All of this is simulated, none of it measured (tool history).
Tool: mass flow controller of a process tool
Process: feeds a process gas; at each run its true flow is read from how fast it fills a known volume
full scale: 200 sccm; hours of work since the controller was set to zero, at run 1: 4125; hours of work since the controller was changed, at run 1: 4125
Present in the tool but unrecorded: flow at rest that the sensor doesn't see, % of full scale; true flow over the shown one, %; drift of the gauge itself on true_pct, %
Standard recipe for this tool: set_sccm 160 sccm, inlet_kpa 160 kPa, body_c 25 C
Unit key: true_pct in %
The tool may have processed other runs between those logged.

run	hour	set_sccm	inlet_kpa	body_c	hours of work since the controller was set to zero	hours of work since the controller was changed	true_pct
1	0	160	160	25	4125	4125	99.83
# hour 206: controller's zero set anew
2	224.5	160	160	25	11	4260	99.82
3	720	160	160	25	311	4559	99.88
4	961.1	160	160	25	456	4705	99.91
5	1455.6	160	160	25	755	5004	99.9
6	1869.3	160	160	25	1005	5254	99.8
7	2365.8	160	160	25	1306	5554	99.83
8	2659.7	160	160	25	1483	5732	99.85
9	3132.8	160	160	25	1769	6018	99.89
10	3497.1	160	160	25	1989	6238	99.79
11	3903.3	160	160	25	2235	6484	99.85
12	4413.3	160	160	25	2543	6792	99.9
13	4739.3	160	145	25	2740	6989	99.96
14	5244.6	160	145	25	3046	7294	100.03
15	5738.8	160	145	25	3344	7593	99.99
16	5965	160	145	25	3481	7730	99.93
17	6443.3	160	145	25	3770	8019	99.99
18	6853.2	160	145	25	4018	8267	99.96
19	7158.4	160	160	25	4202	8451	100.05
# hour 7237.5: controller's zero set anew
20	7617.5	160	160	25	230	8728	99.88
21	7913.5	160	160	25	409	8907	99.81
22	8331.3	160	160	25	661	9160	99.72
23	8678.7	64	160	25	871	9370	98.9
24	8938.5	160	155	30	1028	9527	99.97
25	9374.7	54	160	25	1292	9791	98.77
26	9668.2	160	160	29	1469	9968	99.92
27	10196.9	188	160	33	1789	10288	100.4
28	10625.4	183	238	37	2048	10547	99.83
29	11145.2	183	261	37	2362	10861	99.65
30	11553.3	183	261	37	2609	11107	99.65
31	11958.7	183	261	37	2854	11353	99.64
32	12464.9	183	261	37	3160	11659	99.61
33	12781.3	183	261	37	3351	11850	99.52
34	13158.7	183	261	37	3579	12078	99.71
35	13488.3	39	266	30	3778	12277	97.94
36	13782.2	160	238	31	3956	12455	99.43
# hour 14280.5: controller's zero set anew
37	14292.5	141	238	40	7	12763	99.48
38	14698.6	91	193	39	253	13008	99.12
39	15093.9	91	193	39	492	13247	99.17
40	15578.5	91	193	39	785	13540	99.19
41	15792.7	160	160	40	914	13670	100.09
42	16059.4	149	207	27	1075	13831	99.32
43	16469.2	87	207	38	1323	14079	99.1
44	16869.9	87	207	38	1565	14321	99.06

3 options for the next run, each taken on its own from the tool as it stands now. Forecast them:
# hour 17203.8: controller exchanged for a calibrated one
A	17395.8	87	207	30	116	116	?
# hour 17203.8: controller exchanged for a calibrated one
B	17395.8	87	207	20	116	116	?
# hour 17203.8: controller exchanged for a calibrated one
C	17395.8	131	207	20	116	116	?

run	true_pct
A	98.96
B	98.61
C	99.16
The same runs, with their run-to-run variation unchanged, on a tool lacking any hidden condition would have given:
run	true_pct
A	98.95
B	98.6
C	99.16
